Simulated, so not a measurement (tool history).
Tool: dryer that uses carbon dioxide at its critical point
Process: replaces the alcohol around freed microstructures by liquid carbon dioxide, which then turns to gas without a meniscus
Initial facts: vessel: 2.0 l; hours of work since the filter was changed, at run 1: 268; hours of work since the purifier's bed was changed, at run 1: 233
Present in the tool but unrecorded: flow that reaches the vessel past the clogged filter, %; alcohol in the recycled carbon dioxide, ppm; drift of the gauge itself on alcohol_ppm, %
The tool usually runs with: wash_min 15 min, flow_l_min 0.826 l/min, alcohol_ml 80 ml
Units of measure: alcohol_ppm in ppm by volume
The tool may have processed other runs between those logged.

run    hour  wash_min  flow_l_min  alcohol_ml  hours of work since the filter was changed  hours of work since the purifier's bed was changed  alcohol_ppm
  1     0.0        15       0.826          80                                         268                                                 233          316
  2    28.9        15       0.826          80                                         288                                                 253          334
  3    51.6        15       0.826          80                                         304                                                 269          345
  4    81.1        15       0.826          80                                         324                                                 289          346
  5   103.7        15       0.826          24                                         340                                                 305          188
  6   119.6        15       0.826          80                                         351                                                 316          366
  7   141.2        15       0.826          30                                         366                                                 331          221
      155.3  -- inlet filter changed
  8   157.6        15       0.826          30                                           2                                                 342          195
  9   187.9        15       0.648          80                                          23                                                 363          773
 10   209.4        15       0.826          80                                          38                                                 378          316
 11   227.9        15       0.512          80                                          51                                                 391         1848
 12   260.9        15       0.512          80                                          74                                                 414         1814
 13   292.8        15       0.512          80                                          96                                                 437         1862
 14   326.1        15       0.512          80                                         119                                                 460         1907
 15   344.3        15       0.512          80                                         132                                                 473         1897
 16   362.0        15       0.826          80                                         144                                                 485          388
 17   391.7        15       0.826          80                                         165                                                 506          393
 18   413.7        15       0.826          80                                         181                                                 521          392
 19   432.0        15       0.826          80                                         193                                                 534          407
 20   452.7        15       1.185          80                                         208                                                 548          215
 21   485.1        15       1.329          80                                         231                                                 571          205
 22   519.5        15       1.329          80                                         255                                                 595          230
 23   549.3        11       0.826          27                                         275                                                 616          519
 24   579.5        11       0.826          27                                         297                                                 637          525
 25   609.6        11       0.826          27                                         318                                                 658          556
 26   637.7        11       0.826          27                                         337                                                 678          549
 27   662.7        10       0.650          58                                         355                                                 695         2319
 28   681.9        12       0.522          80                                         368                                                 709         3575
      691.5  -- inlet filter changed
 29   705.1        12       0.826          80                                          10                                                 724          818
 30   741.4        12       0.826          80                                          35                                                 749          825
 31   762.8        12       0.826          80                                          50                                                 764          847
      788.1  -- purifier's bed changed
 32   800.2        15       0.724          22                                          74                                                   8          116
 33   826.0        10       0.724          22                                          92                                                  26          529
 34   851.0        10       0.724          22                                         109                                                  44          513
 35   869.6        10       0.724          22                                         122                                                  57          541
 36   904.4        10       0.724          22                                         147                                                  81          546
 37   940.1        10       0.724          22                                         172                                                 106          569
 38   974.2        15       0.617          80                                         196                                                 130          935
 39   992.6        15       1.157          80                                         208                                                 143           80
 40  1028.2        15       1.373          80                                         233                                                 168           71
 41  1050.8        11       1.073          40                                         249                                                 184          200
 42  1086.5        11       1.073          40                                         274                                                 209          215

Branching from run 42: 3 alternative next runs. What would each branch give?
  A  1119.3        11       0.638          40                                         297                                                 231            ?
  B  1119.3        15       0.970          80                                         297                                                 231            ?
  C  1119.3        23       0.876          66                                         297                                                 231            ?

run  alcohol_ppm
  A         1237
  B          166
  C           92
With the hidden condition removed and each run's random variation left untouched, the same runs would have given:
run  alcohol_ppm
  A          993
  B           58
  C            7
